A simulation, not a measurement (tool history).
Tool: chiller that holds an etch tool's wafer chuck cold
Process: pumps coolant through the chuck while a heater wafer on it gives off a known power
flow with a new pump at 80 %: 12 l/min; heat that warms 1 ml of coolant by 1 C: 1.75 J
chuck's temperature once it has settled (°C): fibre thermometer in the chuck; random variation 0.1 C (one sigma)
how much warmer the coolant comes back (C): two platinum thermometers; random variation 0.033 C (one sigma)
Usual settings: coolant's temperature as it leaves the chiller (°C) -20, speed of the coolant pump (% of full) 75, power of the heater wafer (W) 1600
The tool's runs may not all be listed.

run,hour,coolant's temperature as it leaves the chiller (°C),speed of the coolant pump (% of full),power of the heater wafer (W),chuck's temperature once it has settled (°C),how much warmer the coolant comes back (C)
1,0,-20,75,1600,-7.3,5.22
2,41.1,-20,75,1600,-7.1,5.26
3,95.1,-21,75,1600,-8,5.24
4,147.6,-21,75,1600,-8.1,5.27
5,195.2,-20,75,1600,-7,5.25
# hour 198.5: chiller's thermometer calibrated
6,221.5,-20,75,1600,-6.6,5.27
7,245.6,-20,75,1600,-6.7,5.24
# hour 299.4: chiller's thermometer calibrated, once more
8,300.4,-20,75,1600,-7.6,5.3
9,331,-26,60,815,-18.1,3.44
10,378.9,-14,100,1326,-6,3.2
11,406.3,-14,100,1326,-6,3.23
12,429.3,-25,66,2102,-6.2,8.07
13,479.7,-25,66,2102,-5.9,8.1

The same runs without the tool's hidden state, with the same run-to-run variation:
The hidden state here: heat passed by the chuck's channels, % of clean ones'; flow at a given pump speed, % of a new pump's; coolant's true temperature over the reading, C; drift of the gauge itself on chuck_c, C; drift of the gauge itself on warmer_back_c, C.
run,chuck's temperature once it has settled (°C),how much warmer the coolant comes back (C)
1,-9.4,4.92
2,-9.2,4.94
3,-10.2,4.92
4,-10.3,4.93
5,-9.3,4.91
6,-9,4.91
7,-9.2,4.89
8,-9.3,4.94
9,-19.2,3.2
10,-7.2,2.97
11,-7.2,3
12,-9,7.47
13,-8.8,7.49
